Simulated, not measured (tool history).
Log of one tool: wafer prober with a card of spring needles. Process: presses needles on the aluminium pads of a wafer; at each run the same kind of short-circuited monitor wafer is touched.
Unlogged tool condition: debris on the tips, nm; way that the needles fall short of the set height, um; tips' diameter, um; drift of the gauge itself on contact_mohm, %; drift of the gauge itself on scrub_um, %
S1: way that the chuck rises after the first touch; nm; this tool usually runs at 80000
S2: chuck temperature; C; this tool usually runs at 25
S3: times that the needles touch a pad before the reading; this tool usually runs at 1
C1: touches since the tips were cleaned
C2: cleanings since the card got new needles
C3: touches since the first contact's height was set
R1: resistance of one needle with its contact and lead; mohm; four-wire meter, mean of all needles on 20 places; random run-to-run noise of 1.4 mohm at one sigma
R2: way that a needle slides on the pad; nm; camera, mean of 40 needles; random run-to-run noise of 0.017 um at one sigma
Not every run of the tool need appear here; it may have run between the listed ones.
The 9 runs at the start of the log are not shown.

-- day=9.121 tips cleaned on abrasive film
run 10 day=9.646 | S1=80000 S2=25 S3=1 | C1=6627 C2=104 C3=55077 | R1=123 R2=16500
-- day=9.758 tips cleaned on abrasive film
-- day=10.338 tips cleaned on abrasive film
run 11 day=10.533 | S1=80000 S2=25 S3=1 | C1=2481 C2=106 C3=66213 | R1=122 R2=16480
-- day=10.888 tips cleaned on abrasive film
-- day=11.462 tips cleaned on abrasive film
run 12 day=11.958 | S1=83000 S2=25 S3=1 | C1=6269 C2=108 C3=84125 | R1=125 R2=17060
-- day=12.038 tips cleaned on abrasive film
-- day=12.654 tips cleaned on abrasive film
-- day=13.029 height of the first contact set anew
run 13 day=13.029 | S1=96000 S2=25 S3=1 | C1=4610 C2=110 C3=0 | R1=120 R2=19710
-- day=13.233 tips cleaned on abrasive film
-- day=13.767 tips cleaned on abrasive film
-- day=14.354 tips cleaned on abrasive film
run 14 day=14.392 | S1=96000 S2=25 S3=1 | C1=476 C2=113 C3=17089 | R1=120 R2=19660
-- day=14.958 tips cleaned on abrasive film
run 15 day=15.412 | S1=80000 S2=25 S3=1 | C1=5731 C2=114 C3=29941 | R1=125 R2=16350
-- day=15.525 tips cleaned on abrasive film
-- day=16.079 tips cleaned on abrasive film
run 16 day=16.458 | S1=80000 S2=25 S3=1 | C1=4790 C2=116 C3=43104 | R1=123 R2=16330
-- day=16.675 tips cleaned on abrasive film
-- day=17.238 tips cleaned on abrasive film
run 17 day=17.533 | S1=80000 S2=25 S3=1 | C1=3717 C2=118 C3=56581 | R1=122 R2=16300
-- day=17.854 tips cleaned on abrasive film
-- day=18.404 tips cleaned on abrasive film
run 18 day=18.488 | S1=74000 S2=40 S3=1 | C1=1057 C2=120 C3=68580 | R1=125 R2=15070
-- day=18.954 tips cleaned on abrasive film
-- day=19.038 gauge calibrated
-- day=19.529 tips cleaned on abrasive film
run 19 day=19.800 | S1=74000 S2=109 S3=2 | C1=3450 C2=122 C3=85107 | R1=137 R2=15470
-- day=20.121 tips cleaned on abrasive film
-- day=20.725 tips cleaned on abrasive film
-- day=20.812 height of the first contact set anew
run 20 day=21.212 | S1=74000 S2=109 S3=2 | C1=6026 C2=124 C3=5073 | R1=137 R2=15420
-- day=21.321 tips cleaned on abrasive film
-- day=21.862 tips cleaned on abrasive film
-- day=22.421 tips cleaned on abrasive film
run 21 day=22.421 | S1=74000 S2=109 S3=3 | C1=0 C2=127 C3=20238 | R1=134 R2=15390
-- day=23.033 tips cleaned on abrasive film
-- day=23.575 tips cleaned on abrasive film
run 22 day=23.733 | S1=74000 S2=109 S3=3 | C1=2015 C2=129 C3=36726 | R1=139 R2=15370
-- day=24.212 tips cleaned on abrasive film
run 23 day=24.338 | S1=80000 S2=25 S3=2 | C1=1566 C2=130 C3=44301 | R1=123 R2=16590
-- day=24.783 tips cleaned on abrasive film
run 24 day=25.221 | S1=80000 S2=59 S3=2 | C1=5528 C2=131 C3=55461 | R1=126 R2=16580
-- day=25.325 tips cleaned on abrasive film
-- day=25.975 tips cleaned on abrasive film
-- day=26.525 tips cleaned on abrasive film
run 25 day=26.525 | S1=80000 S2=59 S3=2 | C1=0 C2=134 C3=71819 | R1=129 R2=16540
-- day=27.125 tips cleaned on abrasive film
run 26 day=27.429 | S1=77000 S2=50 S3=2 | C1=3865 C2=135 C3=83198 | R1=126 R2=15910
-- day=27.688 tips cleaned on abrasive film
-- day=28.225 tips cleaned on abrasive film
run 27 day=28.225 | S1=80000 S2=39 S3=1 | C1=0 C2=137 C3=93175 | R1=125 R2=16490
-- day=28.579 height of the first contact set anew
-- day=28.779 tips cleaned on abrasive film
run 28 day=29.154 | S1=80000 S2=39 S3=1 | C1=4744 C2=138 C3=7212 | R1=128 R2=16470
-- day=29.338 tips cleaned on abrasive film
-- day=29.946 tips cleaned on abrasive film
-- day=30.508 tips cleaned on abrasive film
run 29 day=30.508 | S1=80000 S2=39 S3=1 | C1=0 C2=141 C3=24225 | R1=128 R2=16430
-- day=31.075 tips cleaned on abrasive film
-- day=31.688 tips cleaned on abrasive film
run 30 day=31.800 | S1=62000 S2=34 S3=2 | C1=1441 C2=143 C3=40468 | R1=127 R2=12750

Alternative continuations, all from the tool just after run 30; predict every row:
-- day=32.275 tips cleaned on abrasive film
run A day=32.671 | S1=89000 S2=25 S3=1 | C1=5040 C2=144 C3=51451 | R1=? R2=?
-- day=32.275 tips cleaned on abrasive film
run B day=32.671 | S1=98000 S2=31 S3=1 | C1=5040 C2=144 C3=51451 | R1=? R2=?
-- day=32.275 tips cleaned on abrasive film
run C day=32.671 | S1=80000 S2=25 S3=1 | C1=5040 C2=144 C3=51451 | R1=? R2=?
-- day=32.275 tips cleaned on abrasive film
run D day=32.671 | S1=80000 S2=29 S3=1 | C1=5040 C2=144 C3=51451 | R1=? R2=?

run=A R1=122 R2=18250
run=B R1=119 R2=20090
run=C R1=122 R2=16420
run=D R1=123 R2=16400
What these runs would have given with no unlogged condition in the tool:
run=A R1=121 R2=18610
run=B R1=119 R2=20480
run=C R1=122 R2=16740
run=D R1=123 R2=16720

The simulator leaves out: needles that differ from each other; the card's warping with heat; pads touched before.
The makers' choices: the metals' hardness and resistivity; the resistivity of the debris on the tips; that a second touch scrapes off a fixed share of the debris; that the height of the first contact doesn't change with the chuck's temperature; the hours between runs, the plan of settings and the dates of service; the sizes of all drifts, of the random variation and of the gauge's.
